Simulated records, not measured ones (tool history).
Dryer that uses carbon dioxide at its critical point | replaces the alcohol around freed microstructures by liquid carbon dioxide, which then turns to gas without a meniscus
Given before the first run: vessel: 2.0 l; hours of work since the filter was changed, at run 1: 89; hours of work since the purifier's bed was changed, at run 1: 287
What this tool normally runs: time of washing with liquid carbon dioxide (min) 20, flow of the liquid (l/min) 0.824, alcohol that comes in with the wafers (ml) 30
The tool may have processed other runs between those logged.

run    day  time of washing with liquid carbon dioxide (min)  flow of the liquid (l/min)  alcohol that comes in with the wafers (ml)  hours of work since the filter was changed  hours of work since the purifier's bed was changed  alcohol left in the vessel before it's heated (ppm by volume)
  1      0                                                20                       0.824                                          30                                          89                                                 287                                                             36
  2  0.325                                                20                       0.824                                          30                                          96                                                 293                                                             44
  3  0.525                                                15                       0.824                                          30                                         100                                                 297                                                            128
  4  0.896                                                18                       0.824                                          30                                         107                                                 304                                                             62
  5  1.217                                                20                       0.824                                          30                                         113                                                 310                                                             48
  6    1.6                                                20                       0.824                                          30                                         120                                                 317                                                             53
  7  1.842                                                20                       0.824                                          35                                         125                                                 322                                                             47
  8  2.058                                                20                       0.824                                          35                                         129                                                 326                                                             51
  9  2.258                                                20                       0.824                                          35                                         133                                                 330                                                             53
 10  2.508                                                20                       0.824                                          35                                         138                                                 335                                                             56
 11  2.804                                                20                       0.824                                          35                                         143                                                 341                                                             51
 12  3.071                                                20                       0.824                                          35                                         148                                                 346                                                             44
 13  3.338                                                12                       0.516                                          40                                         153                                                 351                                                           1799
 14  3.671                                                20                       1.393                                         102                                         160                                                 357                                                             26

Run 15 is up next; what results do you expect?
 15  3.862                                                19                       0.847                                          21                                         163                                                 361                                                              ?

alcohol left in the vessel before it's heated (ppm by volume): 49
If the tool had no hidden condition, the same run with the same run-to-run variation would have returned alcohol left in the vessel before it's heated (ppm by volume) 26.

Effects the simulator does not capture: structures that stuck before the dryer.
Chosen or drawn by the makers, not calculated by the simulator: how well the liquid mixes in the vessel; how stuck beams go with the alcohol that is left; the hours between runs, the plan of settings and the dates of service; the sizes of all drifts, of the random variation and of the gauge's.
